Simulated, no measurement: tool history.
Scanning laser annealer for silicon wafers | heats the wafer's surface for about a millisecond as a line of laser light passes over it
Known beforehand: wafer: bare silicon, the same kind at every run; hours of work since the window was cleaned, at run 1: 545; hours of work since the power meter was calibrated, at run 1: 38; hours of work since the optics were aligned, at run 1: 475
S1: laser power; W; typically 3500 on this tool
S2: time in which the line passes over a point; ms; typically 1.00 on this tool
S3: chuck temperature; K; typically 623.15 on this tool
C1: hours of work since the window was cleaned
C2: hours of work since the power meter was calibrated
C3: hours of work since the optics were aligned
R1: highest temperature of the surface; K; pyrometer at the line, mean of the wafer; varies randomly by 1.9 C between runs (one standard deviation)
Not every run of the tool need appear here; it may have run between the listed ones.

run,hour,S1,S2,S3,C1,C2,C3,R1
1,0.0,3500,1.00,623.15,545,38,475,1371.15
2,24.1,3500,1.21,623.15,559,52,490,1455.15
3,47.5,3500,1.21,623.15,574,67,504,1455.15
4,75.0,3500,1.00,623.15,591,83,521,1366.15
5,88.9,3500,1.00,623.15,599,92,529,1366.15
6,101.6,3500,1.00,623.15,607,100,537,1371.15
7,130.0,3500,1.00,623.15,624,117,554,1362.15
8,156.8,3500,1.00,623.15,641,133,571,1365.15
9,178.0,3500,0.73,623.15,654,146,584,1237.15
10,205.8,3500,0.73,623.15,671,163,601,1235.15
11,221.5,3500,0.90,623.15,680,173,610,1315.15
12,238.7,3500,0.90,623.15,691,184,621,1317.15
13,257.8,3500,0.90,623.15,702,195,632,1317.15
14,280.8,3500,0.90,623.15,716,209,647,1315.15
15,299.2,3500,1.00,623.15,728,220,658,1359.15
16,311.7,3051,1.00,624.15,735,228,665,1249.15
17,335.4,3051,1.00,624.15,750,243,680,1250.15
18,353.8,3340,1.00,602.15,761,254,691,1295.15
19,375.0,3340,1.00,602.15,774,267,704,1298.15
20,397.2,3452,1.08,623.15,788,280,718,1376.15
21,415.8,3452,1.08,623.15,799,292,729,1376.15
22,431.3,3195,1.18,656.15,808,301,739,1381.15
23,452.7,3042,0.87,623.15,822,314,752,1193.15

Run 24 has not been measured yet. What should we expect?
24,481.2,3003,1.00,619.15,839,332,769,?

R1: 1227.15 K
Without the tool's hidden state the same run would have given R1 1269.15 K.
